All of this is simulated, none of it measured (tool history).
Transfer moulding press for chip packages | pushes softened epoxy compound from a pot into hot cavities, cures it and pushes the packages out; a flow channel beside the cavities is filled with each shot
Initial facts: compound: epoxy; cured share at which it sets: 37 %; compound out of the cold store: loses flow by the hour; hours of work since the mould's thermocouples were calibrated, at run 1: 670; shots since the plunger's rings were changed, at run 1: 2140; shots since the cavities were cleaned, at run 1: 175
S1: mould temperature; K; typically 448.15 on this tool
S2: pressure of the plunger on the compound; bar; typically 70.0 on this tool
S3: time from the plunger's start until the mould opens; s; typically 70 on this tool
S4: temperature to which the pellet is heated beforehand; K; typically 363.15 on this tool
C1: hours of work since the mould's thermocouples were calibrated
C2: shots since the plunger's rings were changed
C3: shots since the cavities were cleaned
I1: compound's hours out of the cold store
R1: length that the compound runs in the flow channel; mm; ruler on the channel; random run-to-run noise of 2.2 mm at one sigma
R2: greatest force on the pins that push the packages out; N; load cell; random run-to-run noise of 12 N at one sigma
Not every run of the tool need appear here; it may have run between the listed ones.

{"run": 1, "hour": 0.0, "S1": 448.15, "S2": 70.0, "S3": 70, "S4": 363.15, "C1": 670, "C2": 2140, "C3": 175, "I1": 19.0, "R1": 847, "R2": 694}
{"hour": 31.1, "done": "cavities cleaned with cleaning compound and waxed"}
{"run": 2, "hour": 43.0, "S1": 448.15, "S2": 70.0, "S3": 70, "S4": 363.15, "C1": 690, "C2": 2687, "C3": 158, "I1": 10.3, "R1": 873, "R2": 663}
{"hour": 73.9, "done": "cavities cleaned with cleaning compound and waxed"}
{"run": 3, "hour": 80.4, "S1": 448.15, "S2": 70.0, "S3": 70, "S4": 363.15, "C1": 707, "C2": 3160, "C3": 86, "I1": 25.9, "R1": 816, "R2": 618}
{"hour": 119.0, "done": "cavities cleaned with cleaning compound and waxed"}
{"run": 4, "hour": 125.2, "S1": 448.15, "S2": 70.0, "S3": 70, "S4": 363.15, "C1": 729, "C2": 3730, "C3": 82, "I1": 8.4, "R1": 872, "R2": 632}
{"run": 5, "hour": 155.7, "S1": 453.15, "S2": 70.0, "S3": 70, "S4": 363.15, "C1": 744, "C2": 4131, "C3": 483, "I1": 27.3, "R1": 797, "R2": 696}
{"hour": 160.4, "done": "cavities cleaned with cleaning compound and waxed"}
{"run": 6, "hour": 179.6, "S1": 453.15, "S2": 70.0, "S3": 70, "S4": 363.15, "C1": 755, "C2": 4425, "C3": 252, "I1": 25.7, "R1": 800, "R2": 582}
{"hour": 190.7, "done": "plunger's sealing rings changed"}
{"hour": 205.5, "done": "mould's thermocouples calibrated"}
{"hour": 207.0, "done": "cavities cleaned with cleaning compound and waxed"}
{"run": 7, "hour": 211.9, "S1": 453.15, "S2": 70.0, "S3": 70, "S4": 363.15, "C1": 2, "C2": 234, "C3": 66, "I1": 21.4, "R1": 846, "R2": 508}
{"run": 8, "hour": 246.2, "S1": 449.15, "S2": 70.0, "S3": 70, "S4": 363.15, "C1": 19, "C2": 685, "C3": 517, "I1": 39.1, "R1": 798, "R2": 821}
{"hour": 250.3, "done": "cavities cleaned with cleaning compound and waxed"}
{"hour": 291.9, "done": "cavities cleaned with cleaning compound and waxed"}
{"run": 9, "hour": 291.9, "S1": 449.15, "S2": 70.0, "S3": 70, "S4": 363.15, "C1": 40, "C2": 1247, "C3": 0, "I1": 16.8, "R1": 861, "R2": 565}
{"hour": 333.4, "done": "cavities cleaned with cleaning compound and waxed"}
{"run": 10, "hour": 337.7, "S1": 449.15, "S2": 70.0, "S3": 70, "S4": 363.15, "C1": 62, "C2": 1830, "C3": 56, "I1": 23.0, "R1": 838, "R2": 600}
{"hour": 375.4, "done": "cavities cleaned with cleaning compound and waxed"}
{"run": 11, "hour": 375.4, "S1": 449.15, "S2": 70.0, "S3": 70, "S4": 363.15, "C1": 80, "C2": 2307, "C3": 0, "I1": 35.5, "R1": 802, "R2": 565}
{"run": 12, "hour": 404.8, "S1": 446.15, "S2": 70.0, "S3": 70, "S4": 363.15, "C1": 94, "C2": 2694, "C3": 387, "I1": 28.9, "R1": 820, "R2": 982}
{"hour": 418.0, "done": "cavities cleaned with cleaning compound and waxed"}
{"run": 13, "hour": 444.4, "S1": 446.15, "S2": 70.0, "S3": 70, "S4": 363.15, "C1": 113, "C2": 3196, "C3": 347, "I1": 38.2, "R1": 790, "R2": 924}
{"hour": 460.6, "done": "cavities cleaned with cleaning compound and waxed"}
{"run": 14, "hour": 491.3, "S1": 446.15, "S2": 70.0, "S3": 70, "S4": 363.15, "C1": 135, "C2": 3794, "C3": 405, "I1": 35.2, "R1": 796, "R2": 922}
{"hour": 504.5, "done": "cavities cleaned with cleaning compound and waxed"}
{"run": 15, "hour": 526.9, "S1": 446.15, "S2": 70.0, "S3": 70, "S4": 363.15, "C1": 152, "C2": 4243, "C3": 295, "I1": 29.7, "R1": 806, "R2": 929}
{"hour": 546.6, "done": "cavities cleaned with cleaning compound and waxed"}
{"hour": 552.3, "done": "plunger's sealing rings changed"}
{"run": 16, "hour": 573.1, "S1": 443.15, "S2": 65.1, "S3": 56, "S4": 370.15, "C1": 172, "C2": 274, "C3": 316, "I1": 8.2, "R1": 877, "R2": 1835}
{"hour": 591.2, "done": "cavities cleaned with cleaning compound and waxed"}
{"run": 17, "hour": 602.6, "S1": 443.15, "S2": 65.1, "S3": 56, "S4": 370.15, "C1": 186, "C2": 642, "C3": 150, "I1": 31.7, "R1": 803, "R2": 1457}
{"hour": 633.4, "done": "cavities cleaned with cleaning compound and waxed"}
{"run": 18, "hour": 649.2, "S1": 443.15, "S2": 86.4, "S3": 88, "S4": 370.15, "C1": 208, "C2": 1236, "C3": 208, "I1": 34.6, "R1": 910, "R2": 609}
{"hour": 676.5, "done": "cavities cleaned with cleaning compound and waxed"}
{"run": 19, "hour": 682.8, "S1": 448.15, "S2": 70.0, "S3": 90, "S4": 372.15, "C1": 224, "C2": 1659, "C3": 83, "I1": 43.6, "R1": 778, "R2": 477}
{"hour": 720.3, "done": "cavities cleaned with cleaning compound and waxed"}
{"run": 20, "hour": 723.3, "S1": 448.15, "S2": 70.0, "S3": 90, "S4": 372.15, "C1": 243, "C2": 2172, "C3": 39, "I1": 33.0, "R1": 805, "R2": 445}
{"run": 21, "hour": 750.6, "S1": 448.15, "S2": 77.6, "S3": 70, "S4": 370.15, "C1": 256, "C2": 2532, "C3": 399, "I1": 35.9, "R1": 840, "R2": 837}
{"hour": 761.8, "done": "cavities cleaned with cleaning compound and waxed"}
{"run": 22, "hour": 792.7, "S1": 448.15, "S2": 77.6, "S3": 70, "S4": 370.15, "C1": 276, "C2": 3067, "C3": 407, "I1": 12.1, "R1": 909, "R2": 857}
{"hour": 804.6, "done": "cavities cleaned with cleaning compound and waxed"}
{"run": 23, "hour": 821.6, "S1": 448.15, "S2": 77.6, "S3": 70, "S4": 370.15, "C1": 289, "C2": 3428, "C3": 224, "I1": 22.6, "R1": 867, "R2": 707}
{"run": 24, "hour": 841.6, "S1": 448.15, "S2": 77.6, "S3": 70, "S4": 370.15, "C1": 299, "C2": 3690, "C3": 486, "I1": 8.2, "R1": 917, "R2": 872}
{"hour": 847.8, "done": "cavities cleaned with cleaning compound and waxed"}
{"run": 25, "hour": 879.2, "S1": 447.15, "S2": 70.0, "S3": 70, "S4": 363.15, "C1": 317, "C2": 4166, "C3": 414, "I1": 12.8, "R1": 858, "R2": 934}
{"hour": 890.5, "done": "cavities cleaned with cleaning compound and waxed"}
{"hour": 910.9, "done": "plunger's sealing rings changed"}
{"run": 26, "hour": 926.3, "S1": 456.15, "S2": 68.0, "S3": 72, "S4": 353.15, "C1": 338, "C2": 203, "C3": 438, "I1": 21.9, "R1": 824, "R2": 630}
{"hour": 938.0, "done": "cavities cleaned with cleaning compound and waxed"}
{"run": 27, "hour": 951.8, "S1": 450.15, "S2": 55.1, "S3": 72, "S4": 372.15, "C1": 350, "C2": 518, "C3": 181, "I1": 24.5, "R1": 744, "R2": 595}
{"hour": 980.9, "done": "cavities cleaned with cleaning compound and waxed"}
{"run": 28, "hour": 982.6, "S1": 447.15, "S2": 78.5, "S3": 108, "S4": 372.15, "C1": 364, "C2": 904, "C3": 22, "I1": 28.4, "R1": 882, "R2": 404}

How the hidden state differs across the entries between the runs, from the last listed run before each to the first after it:
Between runs 1 and 2: cavities cleaned with cleaning compound and waxed (hour 31.1)
  true mould temperature over the reading, C: 1.88 -> 1.92; pressure that reaches the compound, % of what is set: 96.27 -> 95.44; grip of the stained cavities, % over clean ones': 28.8 -> 22.6
  measured minus no-state result, R1: -21 -> -26 mm; R2: +93 -> +56 N
Between runs 2 and 3: cavities cleaned with cleaning compound and waxed (hour 73.9)
  true mould temperature over the reading, C: 1.92 -> 1.96; pressure that reaches the compound, % of what is set: 95.44 -> 94.78; grip of the stained cavities, % over clean ones': 22.6 -> 18.6
  measured minus no-state result, R1: -26 -> -27 mm; R2: +56 -> +37 N
Between runs 3 and 4: cavities cleaned with cleaning compound and waxed (hour 119.0)
  true mould temperature over the reading, C: 1.96 -> 2.01; pressure that reaches the compound, % of what is set: 94.78 -> 93.91; grip of the stained cavities, % over clean ones': 18.6 -> 13.9
  measured minus no-state result, R1: -27 -> -33 mm; R2: +37 -> +4 N
Between runs 5 and 6: cavities cleaned with cleaning compound and waxed (hour 160.4)
  true mould temperature over the reading, C: 2.04 -> 2.07; pressure that reaches the compound, % of what is set: 93.3 -> 92.84; grip of the stained cavities, % over clean ones': 58.4 -> 34.8
  measured minus no-state result, R1: -33 -> -35 mm; R2: +229 -> +122 N
Between runs 6 and 7: plunger's sealing rings changed (hour 190.7); mould's thermocouples calibrated (hour 205.5); cavities cleaned with cleaning compound and waxed (hour 207.0)
  true mould temperature over the reading, C: 2.07 -> -0.07; pressure that reaches the compound, % of what is set: 92.84 -> 99.25; grip of the stained cavities, % over clean ones': 34.8 -> 13.1
  measured minus no-state result, R1: -35 -> -3 mm; R2: +122 -> +59 N
Between runs 8 and 9: cavities cleaned with cleaning compound and waxed (hour 250.3); cavities cleaned with cleaning compound and waxed (hour 291.9)
  true mould temperature over the reading, C: -0.04 -> 0.01; pressure that reaches the compound, % of what is set: 98.56 -> 97.67; grip of the stained cavities, % over clean ones': 58.1 -> 0.7
  measured minus no-state result, R1: -6 -> -10 mm; R2: +303 -> +3 N
Between runs 9 and 10: cavities cleaned with cleaning compound and waxed (hour 333.4)
  true mould temperature over the reading, C: 0.01 -> 0.06; pressure that reaches the compound, % of what is set: 97.67 -> 96.82; grip of the stained cavities, % over clean ones': 0.7 -> 10.1
  measured minus no-state result, R1: -10 -> -14 mm; R2: +3 -> +54 N
Between runs 10 and 11: cavities cleaned with cleaning compound and waxed (hour 375.4)
  true mould temperature over the reading, C: 0.06 -> 0.1; pressure that reaches the compound, % of what is set: 96.82 -> 96.11; grip of the stained cavities, % over clean ones': 10.1 -> 1.5
  measured minus no-state result, R1: -14 -> -17 mm; R2: +54 -> +5 N
Between runs 12 and 13: cavities cleaned with cleaning compound and waxed (hour 418.0)
  true mould temperature over the reading, C: 0.13 -> 0.18; pressure that reaches the compound, % of what is set: 95.51 -> 94.71; grip of the stained cavities, % over clean ones': 47.6 -> 47.1
  measured minus no-state result, R1: -19 -> -22 mm; R2: +310 -> +288 N
Between runs 13 and 14: cavities cleaned with cleaning compound and waxed (hour 460.6)
  true mould temperature over the reading, C: 0.18 -> 0.23; pressure that reaches the compound, % of what is set: 94.71 -> 93.81; grip of the stained cavities, % over clean ones': 47.1 -> 49.5
  measured minus no-state result, R1: -22 -> -26 mm; R2: +288 -> +296 N
Between runs 14 and 15: cavities cleaned with cleaning compound and waxed (hour 504.5)
  true mould temperature over the reading, C: 0.23 -> 0.27; pressure that reaches the compound, % of what is set: 93.81 -> 93.11; grip of the stained cavities, % over clean ones': 49.5 -> 42.2
  measured minus no-state result, R1: -26 -> -30 mm; R2: +296 -> +263 N
Between runs 15 and 16: cavities cleaned with cleaning compound and waxed (hour 546.6); plunger's sealing rings changed (hour 552.3)
  true mould temperature over the reading, C: 0.27 -> 0.31; pressure that reaches the compound, % of what is set: 93.11 -> 98.98; grip of the stained cavities, % over clean ones': 42.2 -> 40.9
  measured minus no-state result, R1: -30 -> -5 mm; R2: +263 -> +514 N
Between runs 16 and 17: cavities cleaned with cleaning compound and waxed (hour 591.2)
  true mould temperature over the reading, C: 0.31 -> 0.34; pressure that reaches the compound, % of what is set: 98.98 -> 98.38; grip of the stained cavities, % over clean ones': 40.9 -> 24.4
  measured minus no-state result, R1: -5 -> -8 mm; R2: +514 -> +264 N
Between runs 17 and 18: cavities cleaned with cleaning compound and waxed (hour 633.4)
  true mould temperature over the reading, C: 0.34 -> 0.39; pressure that reaches the compound, % of what is set: 98.38 -> 97.48; grip of the stained cavities, % over clean ones': 24.4 -> 29
  measured minus no-state result, R1: -8 -> -13 mm; R2: +264 -> +129 N
Between runs 18 and 19: cavities cleaned with cleaning compound and waxed (hour 676.5)
  true mould temperature over the reading, C: 0.39 -> 0.43; pressure that reaches the compound, % of what is set: 97.48 -> 96.89; grip of the stained cavities, % over clean ones': 29 -> 15.7
  measured minus no-state result, R1: -13 -> -13 mm; R2: +129 -> +61 N
Between runs 19 and 20: cavities cleaned with cleaning compound and waxed (hour 720.3)
  true mould temperature over the reading, C: 0.43 -> 0.47; pressure that reaches the compound, % of what is set: 96.89 -> 96.08; grip of the stained cavities, % over clean ones': 15.7 -> 7.3
  measured minus no-state result, R1: -13 -> -18 mm; R2: +61 -> +27 N
Between runs 21 and 22: cavities cleaned with cleaning compound and waxed (hour 761.8)
  true mould temperature over the reading, C: 0.5 -> 0.55; pressure that reaches the compound, % of what is set: 95.48 -> 94.61; grip of the stained cavities, % over clean ones': 49.6 -> 52.9
  measured minus no-state result, R1: -20 -> -27 mm; R2: +261 -> +278 N
Between runs 22 and 23: cavities cleaned with cleaning compound and waxed (hour 804.6)
  true mould temperature over the reading, C: 0.55 -> 0.58; pressure that reaches the compound, % of what is set: 94.61 -> 94.05; grip of the stained cavities, % over clean ones': 52.9 -> 31.6
  measured minus no-state result, R1: -27 -> -28 mm; R2: +278 -> +151 N
Between runs 24 and 25: cavities cleaned with cleaning compound and waxed (hour 847.8)
  true mould temperature over the reading, C: 0.6 -> 0.64; pressure that reaches the compound, % of what is set: 93.7 -> 92.99; grip of the stained cavities, % over clean ones': 56 -> 49.9
  measured minus no-state result, R1: -32 -> -33 mm; R2: +290 -> +284 N
Between runs 25 and 26: cavities cleaned with cleaning compound and waxed (hour 890.5); plunger's sealing rings changed (hour 910.9)
  true mould temperature over the reading, C: 0.64 -> 0.69; pressure that reaches the compound, % of what is set: 92.99 -> 99.48; grip of the stained cavities, % over clean ones': 49.9 -> 54.5
  measured minus no-state result, R1: -33 -> -4 mm; R2: +284 -> +217 N
Between runs 26 and 27: cavities cleaned with cleaning compound and waxed (hour 938.0)
  true mould temperature over the reading, C: 0.69 -> 0.72; pressure that reaches the compound, % of what is set: 99.48 -> 99.02; grip of the stained cavities, % over clean ones': 54.5 -> 28.3
  measured minus no-state result, R1: -4 -> -5 mm; R2: +217 -> +117 N
Between runs 27 and 28: cavities cleaned with cleaning compound and waxed (hour 980.9)
  true mould temperature over the reading, C: 0.72 -> 0.75; pressure that reaches the compound, % of what is set: 99.02 -> 98.45; grip of the stained cavities, % over clean ones': 28.3 -> 4.2
  measured minus no-state result, R1: -5 -> -9 mm; R2: +117 -> +14 N

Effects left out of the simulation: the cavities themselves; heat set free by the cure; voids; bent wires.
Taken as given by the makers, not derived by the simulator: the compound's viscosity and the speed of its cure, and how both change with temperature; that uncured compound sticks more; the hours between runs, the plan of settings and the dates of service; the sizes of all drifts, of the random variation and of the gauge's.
